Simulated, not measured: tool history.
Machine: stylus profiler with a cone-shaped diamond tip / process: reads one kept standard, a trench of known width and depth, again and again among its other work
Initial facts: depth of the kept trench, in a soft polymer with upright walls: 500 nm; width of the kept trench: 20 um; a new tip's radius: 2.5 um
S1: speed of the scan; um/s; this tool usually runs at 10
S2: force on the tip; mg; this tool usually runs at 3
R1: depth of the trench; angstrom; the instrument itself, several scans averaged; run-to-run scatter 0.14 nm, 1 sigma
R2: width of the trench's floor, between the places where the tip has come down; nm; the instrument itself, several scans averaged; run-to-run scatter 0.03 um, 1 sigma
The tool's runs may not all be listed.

run    hour  S1    S2      R1     R2
  1       0  10     3    5074  16680
  2    44.3  10     3  5072.2  16650
  3    86.2  10     3  5072.4  16590
  4   121.2  10     3  5073.5  16690
  5   167.5  10  4.15  5092.4  16660
  6   239.9   2  4.15  5090.9  16640
  7   295.9   2  4.15  5089.7  16630
  8   347.1   2  4.15    5091  16660
  9   395.4  10  1.76  5046.2  16610
 10   450.3  10  1.76  5048.5  16590
 11   511.3  20  1.76  5047.8  16520
 12   557.8  20  1.76    5046  16520
 13   590.3   4     3  5072.8  16520
 14     650   4     3  5069.7  16570
 15   699.8   4     3  5071.2  16490
 16   758.5   4     3    5069  16500
 17   822.9   4  1.79  5045.7  16490
 18   866.8   4  1.79  5046.5  16460
 19   922.7   4  1.79  5045.7  16480
 20   977.1   4  1.79  5043.8  16440
 21  1031.5   5     3    5067  16480
 22  1062.2  10  4.54  5094.6  16480
 23  1121.3  10     3  5067.1  16390
 24  1159.4  10     3  5067.4  16400
 25  1196.8  34   2.3  5052.4  16280
 26  1232.3   5  8.94  5154.4  16390
 27  1276.2   3     3  5067.8  16440
 28  1316.5   3  6.04  5112.3  16420
 29  1357.5  37  1.43  5032.6  16170
 30  1403.9  23   1.4  5034.5  16270
 31  1447.5  16  2.14  5049.8  16280
 32  1490.6   6  2.79  5060.6  16390
 33  1528.1   3   7.3  5130.3  16330
 34  1571.9   3   7.3  5130.5  16280
 35  1622.7  12  6.28  5115.6  16230
 36  1672.4   3  1.98  5042.7  16330
     1726.2  -- height scale calibrated on a step standard
 37  1726.2   9  1.38  5046.3  16240
 38  1763.8   2  2.82  5076.3  16300
 39    1794  14  2.82  5077.7  16230
 40  1857.8   3  2.82  5076.4  16230
 41  1921.1   3  2.82  5077.1  16230
 42  1972.7  30  5.95  5126.8  16150
 43  2011.7  14  8.06  5157.2  16200
 44  2080.9   3  7.13  5145.3  16210
 45  2121.7  36  1.39  5043.9  16000
 46  2187.7   2   2.1  5059.6  16140

What if the next run were any one of these 4? Each begins from the tool's condition after run 46:
  A  2255.9  31  8.16   ?   ?
  B  2255.9   4  3.12   ?   ?
  C  2255.9  23  6.89   ?   ?
  D  2255.9   9  6.04   ?   ?

run      R1     R2
  A  5154.3  16140
  B  5081.5  16140
  C  5137.7  16150
  D  5126.8  16110
Take away the tool's hidden state, keep each run's random variation, and the runs would have read:
run      R1     R2
  A  5158.7  16960
  B  5085.8  16970
  C  5142.1  16980
  D  5131.1  16930
